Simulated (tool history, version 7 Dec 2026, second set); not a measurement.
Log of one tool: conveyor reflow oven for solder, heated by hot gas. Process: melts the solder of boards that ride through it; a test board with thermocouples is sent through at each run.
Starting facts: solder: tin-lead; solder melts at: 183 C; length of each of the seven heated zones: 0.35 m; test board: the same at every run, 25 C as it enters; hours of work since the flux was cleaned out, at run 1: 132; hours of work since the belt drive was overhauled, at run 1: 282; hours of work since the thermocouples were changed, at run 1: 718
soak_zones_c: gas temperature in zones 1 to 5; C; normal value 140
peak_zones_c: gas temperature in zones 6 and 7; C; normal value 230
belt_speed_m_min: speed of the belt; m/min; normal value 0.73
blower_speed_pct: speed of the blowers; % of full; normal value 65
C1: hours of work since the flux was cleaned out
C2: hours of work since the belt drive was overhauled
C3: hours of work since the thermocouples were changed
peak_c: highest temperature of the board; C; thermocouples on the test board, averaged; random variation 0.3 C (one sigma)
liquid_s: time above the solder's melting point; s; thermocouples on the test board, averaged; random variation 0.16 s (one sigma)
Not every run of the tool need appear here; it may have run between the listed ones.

{"run": 1, "hour": 0.0, "soak_zones_c": 140, "peak_zones_c": 230, "belt_speed_m_min": 0.73, "blower_speed_pct": 65, "C1": 132, "C2": 282, "C3": 718, "peak_c": 212.4, "liquid_s": 40.5}
{"run": 2, "hour": 9.6, "soak_zones_c": 140, "peak_zones_c": 230, "belt_speed_m_min": 0.73, "blower_speed_pct": 65, "C1": 138, "C2": 288, "C3": 724, "peak_c": 211.8, "liquid_s": 40.2}
{"run": 3, "hour": 22.0, "soak_zones_c": 140, "peak_zones_c": 230, "belt_speed_m_min": 0.73, "blower_speed_pct": 65, "C1": 145, "C2": 295, "C3": 731, "peak_c": 211.8, "liquid_s": 40.6}
{"run": 4, "hour": 32.0, "soak_zones_c": 140, "peak_zones_c": 230, "belt_speed_m_min": 0.73, "blower_speed_pct": 87, "C1": 151, "C2": 301, "C3": 737, "peak_c": 214.5, "liquid_s": 42.8}
{"run": 5, "hour": 41.6, "soak_zones_c": 140, "peak_zones_c": 230, "belt_speed_m_min": 0.647, "blower_speed_pct": 65, "C1": 157, "C2": 307, "C3": 742, "peak_c": 215.7, "liquid_s": 49}
{"run": 6, "hour": 52.4, "soak_zones_c": 140, "peak_zones_c": 230, "belt_speed_m_min": 0.73, "blower_speed_pct": 65, "C1": 163, "C2": 313, "C3": 749, "peak_c": 212.2, "liquid_s": 40.2}
{"run": 7, "hour": 65.0, "soak_zones_c": 140, "peak_zones_c": 230, "belt_speed_m_min": 0.73, "blower_speed_pct": 65, "C1": 170, "C2": 320, "C3": 756, "peak_c": 212, "liquid_s": 40.2}
{"run": 8, "hour": 73.0, "soak_zones_c": 140, "peak_zones_c": 230, "belt_speed_m_min": 0.73, "blower_speed_pct": 65, "C1": 175, "C2": 325, "C3": 761, "peak_c": 211.6, "liquid_s": 40.1}
{"run": 9, "hour": 81.9, "soak_zones_c": 140, "peak_zones_c": 230, "belt_speed_m_min": 0.73, "blower_speed_pct": 65, "C1": 180, "C2": 330, "C3": 766, "peak_c": 211.4, "liquid_s": 40.2}
{"run": 10, "hour": 94.6, "soak_zones_c": 140, "peak_zones_c": 230, "belt_speed_m_min": 0.73, "blower_speed_pct": 79, "C1": 187, "C2": 337, "C3": 773, "peak_c": 213.5, "liquid_s": 41.9}
{"run": 11, "hour": 102.2, "soak_zones_c": 140, "peak_zones_c": 230, "belt_speed_m_min": 0.73, "blower_speed_pct": 65, "C1": 192, "C2": 342, "C3": 778, "peak_c": 210.6, "liquid_s": 40.1}
{"run": 12, "hour": 113.8, "soak_zones_c": 140, "peak_zones_c": 240, "belt_speed_m_min": 0.73, "blower_speed_pct": 65, "C1": 199, "C2": 349, "C3": 784, "peak_c": 219.5, "liquid_s": 45}
{"run": 13, "hour": 125.2, "soak_zones_c": 140, "peak_zones_c": 240, "belt_speed_m_min": 0.73, "blower_speed_pct": 65, "C1": 205, "C2": 355, "C3": 791, "peak_c": 219.9, "liquid_s": 45.1}
{"run": 14, "hour": 132.8, "soak_zones_c": 140, "peak_zones_c": 230, "belt_speed_m_min": 0.73, "blower_speed_pct": 65, "C1": 210, "C2": 360, "C3": 795, "peak_c": 211.3, "liquid_s": 40.1}
{"run": 15, "hour": 140.8, "soak_zones_c": 140, "peak_zones_c": 230, "belt_speed_m_min": 0.73, "blower_speed_pct": 65, "C1": 214, "C2": 364, "C3": 800, "peak_c": 210.7, "liquid_s": 39.9}
{"run": 16, "hour": 152.5, "soak_zones_c": 140, "peak_zones_c": 244, "belt_speed_m_min": 0.598, "blower_speed_pct": 55, "C1": 221, "C2": 371, "C3": 807, "peak_c": 228, "liquid_s": 60.6}
{"run": 17, "hour": 166.8, "soak_zones_c": 139, "peak_zones_c": 226, "belt_speed_m_min": 0.707, "blower_speed_pct": 54, "C1": 230, "C2": 380, "C3": 815, "peak_c": 206.4, "liquid_s": 37.1}
{"run": 18, "hour": 180.8, "soak_zones_c": 134, "peak_zones_c": 239, "belt_speed_m_min": 0.707, "blower_speed_pct": 51, "C1": 238, "C2": 388, "C3": 823, "peak_c": 215.6, "liquid_s": 42.2}
{"run": 19, "hour": 189.5, "soak_zones_c": 134, "peak_zones_c": 239, "belt_speed_m_min": 0.707, "blower_speed_pct": 51, "C1": 243, "C2": 393, "C3": 828, "peak_c": 215.5, "liquid_s": 42.3}
{"run": 20, "hour": 199.5, "soak_zones_c": 139, "peak_zones_c": 230, "belt_speed_m_min": 0.784, "blower_speed_pct": 51, "C1": 249, "C2": 399, "C3": 834, "peak_c": 205.8, "liquid_s": 31.8}
{"run": 21, "hour": 212.3, "soak_zones_c": 139, "peak_zones_c": 230, "belt_speed_m_min": 0.768, "blower_speed_pct": 65, "C1": 256, "C2": 406, "C3": 842, "peak_c": 209.7, "liquid_s": 35.7}
{"run": 22, "hour": 218.5, "soak_zones_c": 139, "peak_zones_c": 230, "belt_speed_m_min": 0.592, "blower_speed_pct": 73, "C1": 260, "C2": 410, "C3": 845, "peak_c": 217.3, "liquid_s": 55.7}
{"run": 23, "hour": 226.1, "soak_zones_c": 147, "peak_zones_c": 230, "belt_speed_m_min": 0.592, "blower_speed_pct": 86, "C1": 264, "C2": 414, "C3": 850, "peak_c": 219.6, "liquid_s": 59.7}
{"run": 24, "hour": 234.9, "soak_zones_c": 147, "peak_zones_c": 230, "belt_speed_m_min": 0.592, "blower_speed_pct": 86, "C1": 269, "C2": 419, "C3": 855, "peak_c": 219, "liquid_s": 60}
{"run": 25, "hour": 243.0, "soak_zones_c": 145, "peak_zones_c": 226, "belt_speed_m_min": 0.672, "blower_speed_pct": 65, "C1": 274, "C2": 424, "C3": 860, "peak_c": 210.9, "liquid_s": 45.2}
{"run": 26, "hour": 251.7, "soak_zones_c": 129, "peak_zones_c": 230, "belt_speed_m_min": 0.738, "blower_speed_pct": 65, "C1": 279, "C2": 429, "C3": 865, "peak_c": 208.6, "liquid_s": 34.4}
{"run": 27, "hour": 258.2, "soak_zones_c": 129, "peak_zones_c": 230, "belt_speed_m_min": 0.738, "blower_speed_pct": 65, "C1": 283, "C2": 433, "C3": 868, "peak_c": 207.8, "liquid_s": 34.1}
{"run": 28, "hour": 264.4, "soak_zones_c": 129, "peak_zones_c": 230, "belt_speed_m_min": 0.738, "blower_speed_pct": 65, "C1": 286, "C2": 436, "C3": 872, "peak_c": 208, "liquid_s": 34}
{"run": 29, "hour": 273.1, "soak_zones_c": 129, "peak_zones_c": 230, "belt_speed_m_min": 0.738, "blower_speed_pct": 65, "C1": 291, "C2": 441, "C3": 877, "peak_c": 208.3, "liquid_s": 34.1}
{"hour": 279.4, "done": "flux residue cleaned out of gas plates and filters"}
{"run": 30, "hour": 284.0, "soak_zones_c": 129, "peak_zones_c": 230, "belt_speed_m_min": 0.738, "blower_speed_pct": 65, "C1": 3, "C2": 445, "C3": 880, "peak_c": 209.7, "liquid_s": 36}

Forecast each of these 5 alternatives for the next run:
{"run": "A", "hour": 293.4, "soak_zones_c": 147, "peak_zones_c": 225, "belt_speed_m_min": 0.692, "blower_speed_pct": 65, "C1": 8, "C2": 450, "C3": 886, "peak_c": "?", "liquid_s": "?"}
{"run": "B", "hour": 293.4, "soak_zones_c": 146, "peak_zones_c": 230, "belt_speed_m_min": 0.73, "blower_speed_pct": 63, "C1": 8, "C2": 450, "C3": 886, "peak_c": "?", "liquid_s": "?"}
{"run": "C", "hour": 293.4, "soak_zones_c": 144, "peak_zones_c": 234, "belt_speed_m_min": 0.655, "blower_speed_pct": 65, "C1": 8, "C2": 450, "C3": 886, "peak_c": "?", "liquid_s": "?"}
{"run": "D", "hour": 293.4, "soak_zones_c": 129, "peak_zones_c": 230, "belt_speed_m_min": 0.818, "blower_speed_pct": 88, "C1": 8, "C2": 450, "C3": 886, "peak_c": "?", "liquid_s": "?"}
{"run": "E", "hour": 293.4, "soak_zones_c": 129, "peak_zones_c": 222, "belt_speed_m_min": 0.768, "blower_speed_pct": 65, "C1": 8, "C2": 450, "C3": 886, "peak_c": "?", "liquid_s": "?"}

run=A peak_c=210.5 liquid_s=44.9
run=B peak_c=212.4 liquid_s=43.1
run=C peak_c=219.1 liquid_s=52.4
run=D peak_c=210.1 liquid_s=32.8
run=E peak_c=201.6 liquid_s=28.3
The same runs, with their run-to-run variation unchanged, on a tool lacking any hidden condition would have given:
run=A peak_c=212.5 liquid_s=45.7
run=B peak_c=214.3 liquid_s=43.8
run=C peak_c=221.1 liquid_s=52.9
run=D peak_c=212.1 liquid_s=33.6
run=E peak_c=203.5 liquid_s=29.6
